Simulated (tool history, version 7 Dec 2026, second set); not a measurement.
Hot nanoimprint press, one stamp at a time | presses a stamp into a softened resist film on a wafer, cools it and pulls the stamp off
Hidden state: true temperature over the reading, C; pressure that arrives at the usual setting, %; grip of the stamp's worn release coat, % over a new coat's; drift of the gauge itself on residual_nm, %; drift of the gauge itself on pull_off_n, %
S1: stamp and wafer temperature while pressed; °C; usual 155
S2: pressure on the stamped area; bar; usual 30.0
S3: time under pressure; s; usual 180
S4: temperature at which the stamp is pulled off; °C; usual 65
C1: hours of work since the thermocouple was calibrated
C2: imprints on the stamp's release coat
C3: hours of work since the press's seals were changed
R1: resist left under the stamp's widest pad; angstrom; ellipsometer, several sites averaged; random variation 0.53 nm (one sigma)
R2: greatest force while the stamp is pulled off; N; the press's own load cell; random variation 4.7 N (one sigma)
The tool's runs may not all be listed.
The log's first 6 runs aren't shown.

Run 7, hour 262.2: usual settings; C1 281; C2 154; C3 397. Result: R1 1019 angstrom, R2 230 N.
Run 8, hour 292.4: usual settings but S2 28.9 bar; C1 295; C2 259; C3 411. Result: R1 1036 angstrom, R2 228 N.
Run 9, hour 334.2: usual settings but S2 28.9 bar; C1 315; C2 405; C3 431. Result: R1 1028 angstrom, R2 222 N.
Run 10, hour 403.2: usual settings but S2 28.9 bar; C1 347; C2 645; C3 464. Result: R1 1025 angstrom, R2 228 N.
Run 11, hour 455.8: usual settings but S1 158 °C; C1 372; C2 828; C3 489. Result: R1 900 angstrom, R2 230 N.
Run 12, hour 515.2: usual settings; C1 400; C2 1035; C3 517. Result: R1 1004 angstrom, R2 224 N.
At hour 557.1: stamp cleaned and given a new release coat.
Run 13, hour 590.0: usual settings; C1 433; C2 115; C3 549. Result: R1 1013 angstrom, R2 234 N.
Run 14, hour 656.0: usual settings; C1 464; C2 344; C3 581. Result: R1 1008 angstrom, R2 229 N.
Run 15, hour 724.6: usual settings; C1 497; C2 583; C3 613. Result: R1 1011 angstrom, R2 229 N.
Run 16, hour 776.0: usual settings; C1 521; C2 762; C3 637. Result: R1 1012 angstrom, R2 229 N.
At hour 827.9: plate thermocouple calibrated.
Run 17, hour 834.9: usual settings but S2 19.4 bar; C1 3; C2 957; C3 664. Result: R1 1264 angstrom, R2 234 N.
Run 18, hour 876.5: usual settings but S1 145 °C, S2 19.5 bar, S3 318 s; C1 23; C2 1101; C3 683. Result: R1 1532 angstrom, R2 240 N.
At hour 897.0: stamp cleaned and given a new release coat.
Run 19, hour 946.1: usual settings but S1 163 °C, S2 23.2 bar, S3 318 s, S4 70 °C; C1 53; C2 171; C3 713. Result: R1 684 angstrom, R2 210 N.
Run 20, hour 1004.8: usual settings but S1 163 °C, S2 40.7 bar, S3 318 s, S4 70 °C; C1 81; C2 375; C3 741. Result: R1 494 angstrom, R2 201 N.
Run 21, hour 1050.3: usual settings but S1 163 °C, S2 25.1 bar, S4 67 °C; C1 102; C2 534; C3 763. Result: R1 819 angstrom, R2 214 N.
Run 22, hour 1083.2: usual settings but S1 163 °C, S2 25.1 bar, S4 67 °C; C1 118; C2 648; C3 778. Result: R1 821 angstrom, R2 219 N.
Run 23, hour 1131.3: usual settings but S1 151 °C, S2 36.1 bar; C1 141; C2 816; C3 801. Result: R1 1085 angstrom, R2 239 N.
Run 24, hour 1182.1: usual settings but S3 121 s; C1 165; C2 992; C3 825. Result: R1 1174 angstrom, R2 228 N.
Run 25, hour 1219.4: usual settings but S1 149 °C, S2 20.6 bar, S4 63 °C; C1 182; C2 1122; C3 843. Result: R1 1534 angstrom, R2 239 N.
At hour 1236.4: stamp cleaned and given a new release coat.
Run 26, hour 1289.8: usual settings but S1 164 °C, S2 20.6 bar, S3 198 s, S4 53 °C; C1 213; C2 186; C3 873. Result: R1 843 angstrom, R2 268 N.
Run 27, hour 1359.5: usual settings but S1 157 °C, S2 46.4 bar, S3 166 s, S4 69 °C; C1 246; C2 428; C3 906. Result: R1 758 angstrom, R2 209 N.

Run 28 comes next. What will it give?
Run 28, hour 1416.7: usual settings but S1 157 °C, S2 46.4 bar, S3 166 s, S4 69 °C; C1 273; C2 627; C3 933. Result: R1 ?, R2 ?.

Run 28 gave R1 756 angstrom, R2 214 N.
Without the tool's hidden state the same run would have given R1 756 angstrom, R2 213 N.
